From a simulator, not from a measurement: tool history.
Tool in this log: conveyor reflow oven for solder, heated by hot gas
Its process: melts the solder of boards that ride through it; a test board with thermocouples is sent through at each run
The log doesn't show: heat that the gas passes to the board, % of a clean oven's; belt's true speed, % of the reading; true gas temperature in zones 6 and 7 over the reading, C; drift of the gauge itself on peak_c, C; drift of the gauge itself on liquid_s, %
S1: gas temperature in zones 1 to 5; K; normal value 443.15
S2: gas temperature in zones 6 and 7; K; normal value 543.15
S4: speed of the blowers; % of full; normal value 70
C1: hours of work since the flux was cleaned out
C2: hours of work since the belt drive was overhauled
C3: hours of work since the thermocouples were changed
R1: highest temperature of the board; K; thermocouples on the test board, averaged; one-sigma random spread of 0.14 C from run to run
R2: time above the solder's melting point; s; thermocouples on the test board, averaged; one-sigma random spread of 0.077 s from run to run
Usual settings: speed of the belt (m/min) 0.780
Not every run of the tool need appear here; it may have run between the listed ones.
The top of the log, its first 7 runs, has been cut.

run 8 hour=72.3 | S1=454.15 S2=543.15 speed_of_the_belt_(m/min)=0.780 S4=70 | C1=352 C2=705 C3=330 | R1=531.45 R2=52.24
run 9 hour=79.1 | S1=454.15 S2=543.15 speed_of_the_belt_(m/min)=0.780 S4=70 | C1=356 C2=709 C3=334 | R1=531.25 R2=52.38
run 10 hour=85.8 | S1=449.15 S2=543.15 speed_of_the_belt_(m/min)=0.780 S4=70 | C1=360 C2=714 C3=338 | R1=530.65 R2=50.50
run 11 hour=93.7 | S1=449.15 S2=543.15 speed_of_the_belt_(m/min)=0.780 S4=70 | C1=366 C2=719 C3=343 | R1=530.65 R2=50.51
run 12 hour=99.5 | S1=443.15 S2=543.15 speed_of_the_belt_(m/min)=0.642 S4=70 | C1=369 C2=723 C3=347 | R1=534.75 R2=63.11
run 13 hour=109.6 | S1=443.15 S2=543.15 speed_of_the_belt_(m/min)=0.642 S4=70 | C1=376 C2=729 C3=354 | R1=534.95 R2=63.02
run 14 hour=120.7 | S1=443.15 S2=543.15 speed_of_the_belt_(m/min)=0.780 S4=63 | C1=383 C2=736 C3=361 | R1=527.65 R2=47.02
-- hour=128.1 flux residue cleaned out of gas plates and filters
run 15 hour=138.4 | S1=429.15 S2=543.15 speed_of_the_belt_(m/min)=0.780 S4=70 | C1=7 C2=745 C3=369 | R1=531.05 R2=46.16
run 16 hour=150.2 | S1=443.15 S2=543.15 speed_of_the_belt_(m/min)=0.780 S4=70 | C1=14 C2=752 C3=377 | R1=532.65 R2=50.43
run 17 hour=157.8 | S1=443.15 S2=543.15 speed_of_the_belt_(m/min)=0.888 S4=74 | C1=19 C2=757 C3=382 | R1=529.95 R2=42.58

Run 18 comes next. What will it give?
run 18 hour=166.9 | S1=443.15 S2=556.15 speed_of_the_belt_(m/min)=0.780 S4=70 | C1=25 C2=763 C3=388 | R1=? R2=?

{"run 18": {"R1": 544.55, "R2": 54.9}}
Minus the tool's unlogged condition, the same run would have read R1 543.45 K, R2 53.77 s.

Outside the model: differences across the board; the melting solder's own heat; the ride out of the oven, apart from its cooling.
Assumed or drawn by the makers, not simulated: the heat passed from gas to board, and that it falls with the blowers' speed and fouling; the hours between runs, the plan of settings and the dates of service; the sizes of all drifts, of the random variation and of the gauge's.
